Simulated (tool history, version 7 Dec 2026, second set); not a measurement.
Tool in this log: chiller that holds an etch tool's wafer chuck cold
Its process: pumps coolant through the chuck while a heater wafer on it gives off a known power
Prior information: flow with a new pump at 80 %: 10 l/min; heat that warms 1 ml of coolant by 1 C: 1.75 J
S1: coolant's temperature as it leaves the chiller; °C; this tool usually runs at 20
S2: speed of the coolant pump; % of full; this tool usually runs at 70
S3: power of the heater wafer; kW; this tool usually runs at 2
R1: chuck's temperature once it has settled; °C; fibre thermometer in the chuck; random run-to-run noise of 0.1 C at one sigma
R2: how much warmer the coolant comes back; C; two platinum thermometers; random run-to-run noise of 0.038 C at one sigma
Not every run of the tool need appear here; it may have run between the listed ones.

run    hour  S1  S2     S3    R1    R2
  1       0  20  70      2  36.6  7.88
  2    41.4  20  70      2  36.8  7.92
  3    89.8  20  70      2  36.9  7.94
  4   117.8  20  70      2  36.6  7.91
  5   173.4  20  70      2  36.7  7.92
  6   207.2  20  70      2  36.8   7.9
  7     240  20  70      2  36.7  7.91
  8   281.6  20  70      2  36.6  7.93
  9   332.8  20  70      2  36.8   7.9
 10   373.3  20  74      2  35.7  7.43
 11   427.1  20  74      2  35.8  7.47
 12   471.9  20  86      2  33.8  6.29
 13   506.8  20  70      2  36.8  7.95
 14   560.2  20  70      2  36.6  7.89
 15   612.1  20  70      2  36.6  7.93
 16   664.7  20  70      2  36.7  7.89
 17   692.4  13  83  1.027  20.3  3.38
 18     729  13  83  1.027  20.3  3.39
 19   767.6  16  64  1.571  30.5  6.82
 20   814.5  15  70   1.62  28.4  6.37
 21     869  15  70   1.62  28.4  6.41
 22   925.7  11  81  1.304  20.3  4.42
 23   973.9  12  70  2.023  28.8  7.95
 24  1028.1  12  70  2.023  28.9     8
 25  1056.3  14  71      2  30.4  7.77

Run 26 has not been measured yet. What should we expect?
 26  1089  25  60  1.766   ?   ?

R1: 42.1 °C
R2: 8.22 C
Were there no unlogged condition in the tool, this run, its random variation unchanged, would have produced R1 42.1 °C, R2 8.21 C.

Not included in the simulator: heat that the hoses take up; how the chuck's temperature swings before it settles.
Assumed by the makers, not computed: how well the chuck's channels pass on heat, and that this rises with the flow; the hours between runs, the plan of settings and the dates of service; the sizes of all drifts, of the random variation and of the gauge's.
